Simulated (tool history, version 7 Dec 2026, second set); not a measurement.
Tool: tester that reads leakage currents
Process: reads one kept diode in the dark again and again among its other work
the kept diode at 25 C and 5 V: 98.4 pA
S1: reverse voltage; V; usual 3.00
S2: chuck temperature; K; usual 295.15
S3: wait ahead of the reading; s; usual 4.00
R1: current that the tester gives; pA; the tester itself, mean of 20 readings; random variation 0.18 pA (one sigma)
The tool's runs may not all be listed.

run    hour     S1      S2    S3      R1
  1     0.0   3.00  295.15  4.00   53.88
       86.3  -- chuck's temperature calibrated
  2    86.3   4.29  295.15  4.00   70.49
  3   176.2   4.29  295.15  4.00   70.47
  4   257.4   4.29  295.15  4.00   70.30
  5   322.6   3.00  295.15  4.00   57.12
  6   397.0   3.00  295.15  4.00   56.69
  7   448.3   3.00  295.15  4.00   56.95
  8   496.8   3.00  295.15  4.00   57.27
  9   573.4   3.00  295.15  4.00   56.96
 10   657.8   7.85  295.15  4.00  100.82
 11   775.7   7.85  295.15  4.00  100.78
 12   855.0   3.00  332.15  4.00  921.18
      867.4  -- tester calibrated
 13   941.6   2.62  295.15  4.00   52.60
 14  1021.0   1.76  295.15  4.00   41.16
 15  1083.3   1.76  295.15  4.00   41.37
 16  1137.3   1.25  295.15  4.00   33.39
     1159.7  -- tester calibrated, once more
 17  1218.3   1.67  295.15  4.00   40.21
 18  1272.7   1.67  295.15  4.00   40.02
 19  1352.3   1.67  295.15  4.00   39.89
 20  1412.3   9.24  293.15  0.38   98.17
 21  1497.0   7.14  304.15  1.28  197.01
 22  1557.4   7.14  304.15  1.28  196.14
 23  1645.3   7.14  304.15  1.28  195.68
     1676.7  -- probe card cleaned and baked
 24  1698.9   7.67  295.15  0.83   93.75
 25  1810.1  13.43  301.15  0.83  215.56
 26  1898.9   1.38  332.15  0.83  575.57
 27  1972.3   1.38  332.15  0.83  573.31
 28  2042.7   9.21  295.15  4.00  104.38
 29  2161.6   1.72  302.15  4.67   69.76
 30  2272.7   7.60  301.15  0.96  153.05
 31  2391.2   6.04  309.15  9.51  250.84
 32  2507.5   1.10  295.15  3.98   29.69
 33  2605.8  12.24  309.15  1.61  380.32
 34  2724.7   2.12  312.15  4.38  171.12
     2782.0  -- chuck's temperature calibrated
 35  2834.7   3.00  308.15  0.68  164.97
 36  2904.7   7.34  308.15  0.48  280.90
 37  3010.3   7.34  308.15  0.48  279.59
 38  3122.7   7.34  308.15  0.48  277.13

Forecast each of these 3 alternatives for the next run:
  A  3196.6  3.00  301.15  0.36   ?
  B  3196.6  7.34  314.15  2.01   ?
  C  3196.6  1.98  294.15  2.77   ?

run      R1
  A   94.99
  B  435.13
  C   41.13
Without the tool's hidden state the same runs would have given:
run      R1
  A   94.98
  B  438.76
  C   40.74
